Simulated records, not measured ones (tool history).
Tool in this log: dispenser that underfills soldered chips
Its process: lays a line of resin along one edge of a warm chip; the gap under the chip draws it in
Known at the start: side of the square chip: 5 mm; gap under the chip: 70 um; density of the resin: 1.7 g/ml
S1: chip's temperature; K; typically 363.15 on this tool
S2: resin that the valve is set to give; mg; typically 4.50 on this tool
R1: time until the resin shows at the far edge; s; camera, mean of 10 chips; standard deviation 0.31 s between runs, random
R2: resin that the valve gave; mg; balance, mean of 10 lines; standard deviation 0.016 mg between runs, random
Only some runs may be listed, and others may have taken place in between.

run,hour,S1,S2,R1,R2
1,0.0,363.15,4.50,15.1,4.46
# hour 2.1: new syringe of resin
2,4.3,363.15,4.50,9.8,4.44
3,9.5,363.15,4.50,13.2,4.43
4,12.5,363.15,4.50,14.5,4.44
# hour 15.1: new syringe of resin
5,16.2,363.15,4.50,9.1,4.43
6,23.3,363.15,4.50,13.2,4.45
# hour 24.9: dispensing valve cleaned and set on the balance
# hour 28.9: new syringe of resin
7,28.9,363.15,4.50,9.0,4.49
8,33.1,363.15,4.50,10.9,4.49
9,36.4,355.15,4.24,19.1,4.22
10,41.2,355.15,4.24,23.8,4.23
# hour 42.0: new syringe of resin
11,47.8,363.15,4.26,11.7,4.26
# hour 54.8: new syringe of resin
12,54.8,363.15,4.30,9.1,4.30
13,59.1,372.15,5.86,7.0,5.82
14,64.3,361.15,5.28,15.5,5.23

Pick out some run-to-run changes in R1. Of each, how much would a tool without hidden state show as well, from the settings, what came in and chance, and how much is left for the hidden state and any gauge scatter not in both results compared?
Unlogged tool condition in this case: resin's viscosity, % of fresh resin's; dose that the valve gives, % of what is set; true chip temperature over the reading, C; drift of the gauge itself on fill_s, %; drift of the gauge itself on given_mg, %.
Run 10 -> 11: S1 355.15 -> 363.15, S2 4.24 -> 4.26, new syringe of resin. R1 -12.1 s: hidden state -7.6, all else -4.5.
